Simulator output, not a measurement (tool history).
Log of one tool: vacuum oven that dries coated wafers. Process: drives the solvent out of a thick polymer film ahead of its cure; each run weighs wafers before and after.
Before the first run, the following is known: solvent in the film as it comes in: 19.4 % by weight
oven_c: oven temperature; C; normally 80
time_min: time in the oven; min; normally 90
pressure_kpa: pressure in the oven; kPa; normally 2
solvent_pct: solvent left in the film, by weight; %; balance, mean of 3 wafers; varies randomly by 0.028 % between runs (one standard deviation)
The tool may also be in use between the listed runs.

{"run": 1, "day": 0.0, "oven_c": 80, "time_min": 90, "pressure_kpa": 2, "solvent_pct": 1.75}
{"run": 2, "day": 0.612, "oven_c": 80, "time_min": 90, "pressure_kpa": 2, "solvent_pct": 1.72}
{"run": 3, "day": 1.071, "oven_c": 80, "time_min": 90, "pressure_kpa": 2.85, "solvent_pct": 2.22}
{"run": 4, "day": 1.7, "oven_c": 80, "time_min": 90, "pressure_kpa": 2.85, "solvent_pct": 2.2}
{"run": 5, "day": 2.433, "oven_c": 80, "time_min": 90, "pressure_kpa": 2.85, "solvent_pct": 2.24}
{"run": 6, "day": 2.8, "oven_c": 80, "time_min": 85, "pressure_kpa": 2, "solvent_pct": 1.85}
{"run": 7, "day": 3.562, "oven_c": 80, "time_min": 90, "pressure_kpa": 2, "solvent_pct": 1.7}
{"run": 8, "day": 4.2, "oven_c": 80, "time_min": 90, "pressure_kpa": 2, "solvent_pct": 1.7}
{"run": 9, "day": 4.571, "oven_c": 80, "time_min": 90, "pressure_kpa": 2, "solvent_pct": 1.78}
{"run": 10, "day": 5.246, "oven_c": 80, "time_min": 90, "pressure_kpa": 2, "solvent_pct": 1.76}
{"run": 11, "day": 5.779, "oven_c": 80, "time_min": 90, "pressure_kpa": 2, "solvent_pct": 1.74}
{"run": 12, "day": 6.317, "oven_c": 80, "time_min": 90, "pressure_kpa": 2, "solvent_pct": 1.72}
{"run": 13, "day": 7.004, "oven_c": 80, "time_min": 90, "pressure_kpa": 2, "solvent_pct": 1.74}
{"run": 14, "day": 7.367, "oven_c": 80, "time_min": 90, "pressure_kpa": 2, "solvent_pct": 1.75}
{"run": 15, "day": 7.917, "oven_c": 80, "time_min": 90, "pressure_kpa": 2, "solvent_pct": 1.75}
{"run": 16, "day": 8.5, "oven_c": 91, "time_min": 90, "pressure_kpa": 2, "solvent_pct": 0.83}
{"run": 17, "day": 8.971, "oven_c": 91, "time_min": 90, "pressure_kpa": 2, "solvent_pct": 0.85}
{"run": 18, "day": 9.454, "oven_c": 91, "time_min": 90, "pressure_kpa": 2, "solvent_pct": 0.85}
{"run": 19, "day": 10.162, "oven_c": 78, "time_min": 90, "pressure_kpa": 2, "solvent_pct": 2.04}
{"run": 20, "day": 10.671, "oven_c": 78, "time_min": 90, "pressure_kpa": 2, "solvent_pct": 2.02}
{"run": 21, "day": 11.138, "oven_c": 75, "time_min": 90, "pressure_kpa": 2, "solvent_pct": 2.69}
{"day": 11.242, "done": "vacuum gauge cleaned of residue and calibrated"}
{"run": 22, "day": 11.921, "oven_c": 75, "time_min": 90, "pressure_kpa": 2, "solvent_pct": 2.74}
{"run": 23, "day": 12.683, "oven_c": 80, "time_min": 90, "pressure_kpa": 2, "solvent_pct": 1.69}
{"run": 24, "day": 13.45, "oven_c": 80, "time_min": 114, "pressure_kpa": 1.46, "solvent_pct": 1.19}
{"run": 25, "day": 14.204, "oven_c": 80, "time_min": 114, "pressure_kpa": 1.46, "solvent_pct": 1.24}
{"day": 14.975, "done": "vacuum gauge cleaned of residue and calibrated, once more"}
{"run": 26, "day": 15.025, "oven_c": 80, "time_min": 114, "pressure_kpa": 1.46, "solvent_pct": 1}
{"run": 27, "day": 15.554, "oven_c": 69, "time_min": 141, "pressure_kpa": 5.62, "solvent_pct": 5.82}
{"run": 28, "day": 16.058, "oven_c": 78, "time_min": 61, "pressure_kpa": 2, "solvent_pct": 3.04}
{"run": 29, "day": 16.738, "oven_c": 78, "time_min": 90, "pressure_kpa": 6.89, "solvent_pct": 4.84}
{"run": 30, "day": 17.183, "oven_c": 78, "time_min": 90, "pressure_kpa": 6.89, "solvent_pct": 4.85}
{"run": 31, "day": 17.867, "oven_c": 78, "time_min": 93, "pressure_kpa": 6.74, "solvent_pct": 4.79}
{"run": 32, "day": 18.179, "oven_c": 70, "time_min": 129, "pressure_kpa": 4.64, "solvent_pct": 4.85}
{"run": 33, "day": 18.883, "oven_c": 74, "time_min": 116, "pressure_kpa": 5.92, "solvent_pct": 4.89}
{"run": 34, "day": 19.479, "oven_c": 68, "time_min": 137, "pressure_kpa": 6.39, "solvent_pct": 6.89}
{"run": 35, "day": 20.196, "oven_c": 68, "time_min": 60, "pressure_kpa": 1.6, "solvent_pct": 6.23}
{"run": 36, "day": 20.554, "oven_c": 68, "time_min": 156, "pressure_kpa": 1.6, "solvent_pct": 2.34}
{"run": 37, "day": 21.225, "oven_c": 84, "time_min": 91, "pressure_kpa": 2.23, "solvent_pct": 1.28}
{"run": 38, "day": 21.858, "oven_c": 84, "time_min": 91, "pressure_kpa": 2.23, "solvent_pct": 1.32}
{"run": 39, "day": 22.375, "oven_c": 75, "time_min": 90, "pressure_kpa": 1.74, "solvent_pct": 2.33}
{"run": 40, "day": 22.967, "oven_c": 75, "time_min": 90, "pressure_kpa": 1.74, "solvent_pct": 2.35}
{"run": 41, "day": 23.608, "oven_c": 75, "time_min": 90, "pressure_kpa": 1.74, "solvent_pct": 2.32}
{"run": 42, "day": 24.246, "oven_c": 82, "time_min": 124, "pressure_kpa": 2.42, "solvent_pct": 1.37}
{"run": 43, "day": 24.983, "oven_c": 80, "time_min": 134, "pressure_kpa": 1.31, "solvent_pct": 0.89}
{"run": 44, "day": 25.412, "oven_c": 80, "time_min": 134, "pressure_kpa": 1.31, "solvent_pct": 0.9}
{"run": 45, "day": 25.833, "oven_c": 87, "time_min": 48, "pressure_kpa": 1.31, "solvent_pct": 1.49}
{"run": 46, "day": 26.379, "oven_c": 94, "time_min": 90, "pressure_kpa": 3.17, "solvent_pct": 1.08}

Selected run-to-run steps in solvent_pct, each split into two signed amounts: the part the tool would show with no hidden state at all (from settings, incoming material and random variation), and the remainder, which goes to the hidden state together with any gauge scatter not common to the measured and the hidden-state-free results:
Hidden conditions of the tool in this case: true wafer temperature over the reading, C; true pressure over the reading, kPa; drift of the gauge itself on solvent_pct, %.
Run 26 -> 27: oven_c 80 -> 69, time_min 114 -> 141, pressure_kpa 1.46 -> 5.62. solvent_pct +4.82 %: hidden state -0.34, all else +5.16.
Run 27 -> 28: oven_c 69 -> 78, time_min 141 -> 61, pressure_kpa 5.62 -> 2. solvent_pct -2.78 %: hidden state +0.08, all else -2.86.
Run 35 -> 36: time_min 60 -> 156. solvent_pct -3.89 %: hidden state +0.25, all else -4.14.
Run 41 -> 42: oven_c 75 -> 82, time_min 90 -> 124, pressure_kpa 1.74 -> 2.42. solvent_pct -0.95 %: hidden state +0.24, all else -1.19.
